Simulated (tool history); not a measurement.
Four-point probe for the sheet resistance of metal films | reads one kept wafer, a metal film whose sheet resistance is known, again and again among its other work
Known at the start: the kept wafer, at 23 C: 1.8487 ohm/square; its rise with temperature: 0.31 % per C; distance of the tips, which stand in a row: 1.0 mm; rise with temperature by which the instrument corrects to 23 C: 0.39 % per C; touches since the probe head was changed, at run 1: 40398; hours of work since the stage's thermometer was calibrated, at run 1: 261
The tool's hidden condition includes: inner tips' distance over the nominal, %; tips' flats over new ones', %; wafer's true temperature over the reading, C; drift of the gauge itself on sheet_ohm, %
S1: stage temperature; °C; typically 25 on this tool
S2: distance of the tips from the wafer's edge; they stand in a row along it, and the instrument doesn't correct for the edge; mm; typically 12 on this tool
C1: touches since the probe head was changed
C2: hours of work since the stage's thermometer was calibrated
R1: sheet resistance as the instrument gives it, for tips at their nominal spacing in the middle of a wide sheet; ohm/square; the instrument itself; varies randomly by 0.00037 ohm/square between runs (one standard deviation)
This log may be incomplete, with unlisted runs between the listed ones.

run,hour,S1,S2,C1,C2,R1
1,0.0,25,12,40398,261,1.858740
2,15.5,25,12,41110,270,1.859415
3,31.1,25,7,41825,279,1.872434
4,40.1,22,12,42240,284,1.864015
5,56.8,22,12,43009,294,1.863745
6,70.4,32,12,43631,302,1.849055
7,80.7,32,12,44103,308,1.849560
8,96.0,33,5,44807,317,1.880317
9,105.6,33,16,45247,323,1.845158
# hour 107.5: stage's thermometer calibrated
10,119.2,32,22,45850,7,1.844784
11,131.6,19,9,46419,14,1.874561
12,148.7,19,9,47204,24,1.874237
13,155.8,19,9,47532,29,1.874947
14,171.8,27,12,48262,38,1.857611

Consider 4 possible next runs. They are alternatives, not a sequence: every one starts from the tool as it was left by run 14. What does each give?
# hour 185.0: stage's thermometer calibrated, once more
A,186.3,34,9,48906,1,?
# hour 185.0: stage's thermometer calibrated, once more
B,186.3,22,12,48906,1,?
# hour 185.0: stage's thermometer calibrated, once more
C,186.3,21,4,48906,1,?
# hour 185.0: stage's thermometer calibrated, once more
D,186.3,21,16,48906,1,?

run,R1
A,1.851643
B,1.863223
C,1.918759
D,1.862155
What these runs would have given with no unlogged condition in the tool:
run,R1
A,1.845225
B,1.856776
C,1.912138
D,1.855712
